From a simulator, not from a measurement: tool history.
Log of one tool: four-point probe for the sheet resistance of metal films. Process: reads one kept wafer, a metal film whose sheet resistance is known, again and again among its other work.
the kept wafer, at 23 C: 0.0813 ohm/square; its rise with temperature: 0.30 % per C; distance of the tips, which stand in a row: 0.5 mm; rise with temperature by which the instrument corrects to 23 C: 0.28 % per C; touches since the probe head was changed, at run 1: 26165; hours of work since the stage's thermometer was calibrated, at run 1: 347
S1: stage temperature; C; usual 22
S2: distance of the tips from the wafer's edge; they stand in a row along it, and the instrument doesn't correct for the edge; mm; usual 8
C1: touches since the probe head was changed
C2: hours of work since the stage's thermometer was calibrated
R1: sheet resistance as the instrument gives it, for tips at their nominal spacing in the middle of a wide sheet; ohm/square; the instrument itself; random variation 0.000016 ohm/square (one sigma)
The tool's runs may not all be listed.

run	day	S1	S2	C1	C2	R1
1	0	22	8	26165	347	0.08143
2	1.725	22	8	27023	366	0.081465
3	4.721	21	8	28512	399	0.081432
4	6.846	21	8	29570	423	0.081441
5	9.438	21	8	30860	452	0.081428
6	11.538	21	8	31903	475	0.08144
7	13.65	21	8	32955	498	0.081461
8	14.879	21	8	33567	512	0.081436
9	17.554	22	10	34896	542	0.081368
10	19.254	22	6	35742	561	0.081584
11	22.075	30	8	37144	592	0.081589
12	24.408	30	8	38305	618	0.081567
13	27.35	21	8	39768	650	0.08142
14	29.975	21	8	41074	679	0.081434
15	32.142	21	31	42152	703	0.081269
16	34.862	22	8	43506	734	0.081484
17	37.083	22	40	44610	758	0.081304
18	39.833	22	12	45978	789	0.081349
19	42.362	22	12	47236	817	0.081395
20	44.754	22	65	48425	843	0.08127
21	47.279	22	65	49682	871	0.0813
22	48.588	22	65	50332	886	0.08131
23	50.579	22	65	51323	908	0.081277
24	52.188	33	3	52123	926	0.082674
25	55.158	33	12	53600	958	0.081544
26	56.742	31	45	54388	976	0.081453
27	57.983	20	4	55006	990	0.08192
28	60.442	22	53	56229	1017	0.081302
29	62.708	21	53	57356	1042	0.081277
30	65.196	21	53	58593	1070	0.081264
31	68.092	19	60	60034	1102	0.081235
32	70.146	22	8	61056	1125	0.081477
33	71.612	20	23	61785	1141	0.081247
34	72.858	21	15	62404	1155	0.081325
35	74.442	18	30	63191	1172	0.081228
36	75.842	18	30	63889	1188	0.081213
37	77.246	28	33	64586	1203	0.081403
38	78.908	30	8	65414	1222	0.081611
39	80.646	23	33	66277	1241	0.081303
40	83.658	23	33	67776	1274	0.081335
41	86.633	23	33	69257	1307	0.081309
42	88.662	21	31	70266	1330	0.08128
# day 90.546: new probe head fitted
43	91.092	19	8	272	1356	0.081393
44	93.167	29	10	1304	1379	0.081542
45	94.804	29	10	2119	1397	0.081511

How the hidden state differs across the entries between the runs, from the last listed run before each to the first after it:
Between runs 42 and 43: new probe head fitted (day 90.546)
  inner tips' distance over the nominal, %: 0.009 -> 0.001; tips' flats over new ones', %: 1 -> 0
